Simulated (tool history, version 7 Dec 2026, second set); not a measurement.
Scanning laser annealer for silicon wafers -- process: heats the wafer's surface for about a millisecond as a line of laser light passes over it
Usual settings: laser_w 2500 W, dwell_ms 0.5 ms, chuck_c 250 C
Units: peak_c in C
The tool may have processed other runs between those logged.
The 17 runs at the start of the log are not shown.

| run | hour | laser_w | dwell_ms | chuck_c | hours of work since the window was cleaned | hours of work since the power meter was calibrated | hours of work since the optics were aligned | peak_c |
|---|---|---|---|---|---|---|---|---|
| 18 | 852.3 | 2500 | 0.5 | 251 | 65 | 1051 | 333 | 1002 |
| 19 | 905.6 | 2500 | 0.5 | 251 | 91 | 1077 | 359 | 1006 |
| 20 | 934.7 | 2500 | 0.5 | 251 | 106 | 1091 | 374 | 1006 |
|  | 994.4 | window over the wafer cleaned, once more |
| 21 | 1000 | 2500 | 0.5 | 218 | 3 | 1123 | 405 | 1028 |
| 22 | 1063.4 | 2433 | 0.447 | 250 | 34 | 1154 | 436 | 979 |
| 23 | 1123.5 | 2643 | 0.372 | 231 | 64 | 1184 | 466 | 965 |
| 24 | 1188.6 | 2500 | 0.5 | 277 | 96 | 1216 | 498 | 1078 |
| 25 | 1219.7 | 2681 | 0.375 | 272 | 111 | 1231 | 513 | 1017 |
| 26 | 1275.3 | 2681 | 0.375 | 272 | 139 | 1258 | 541 | 1013 |
| 27 | 1307.8 | 2681 | 0.522 | 259 | 155 | 1275 | 557 | 1151 |
| 28 | 1364.4 | 2580 | 0.373 | 213 | 183 | 1302 | 585 | 914 |
| 29 | 1400.9 | 2580 | 0.373 | 213 | 201 | 1320 | 603 | 911 |
| 30 | 1457.9 | 2322 | 0.438 | 216 | 229 | 1349 | 631 | 887 |
| 31 | 1504.9 | 2216 | 0.5 | 250 | 252 | 1372 | 654 | 929 |
| 32 | 1534 | 2135 | 0.396 | 250 | 266 | 1386 | 669 | 817 |
| 33 | 1575.4 | 2577 | 0.355 | 287 | 287 | 1407 | 689 | 960 |
| 34 | 1617.7 | 2577 | 0.355 | 287 | 308 | 1428 | 710 | 958 |
| 35 | 1683.4 | 2602 | 0.379 | 212 | 340 | 1460 | 742 | 917 |
| 36 | 1710.7 | 2602 | 0.379 | 212 | 354 | 1473 | 756 | 914 |
| 37 | 1742.4 | 2282 | 0.545 | 271 | 369 | 1489 | 771 | 1000 |
| 38 | 1776.3 | 2262 | 0.545 | 213 | 386 | 1506 | 788 | 935 |
| 39 | 1841.2 | 2262 | 0.545 | 213 | 418 | 1538 | 820 | 932 |

Alternative continuations, all from the tool just after run 39; predict every row:
| A | 1873.3 | 2262 | 0.599 | 213 | 434 | 1554 | 836 | ? |
| B | 1873.3 | 2500 | 0.412 | 249 | 434 | 1554 | 836 | ? |
| C | 1873.3 | 2194 | 0.404 | 264 | 434 | 1554 | 836 | ? |
| D | 1873.3 | 2185 | 0.588 | 281 | 434 | 1554 | 836 | ? |
| E | 1873.3 | 2232 | 0.366 | 213 | 434 | 1554 | 836 | ? |

| run | peak_c |
|---|---|
| A | 969 |
| B | 945 |
| C | 848 |
| D | 999 |
| E | 777 |
With no hidden state in the tool, these same runs would have given:
| run | peak_c |
|---|---|
| A | 1018 |
| B | 989 |
| C | 886 |
| D | 1045 |
| E | 813 |
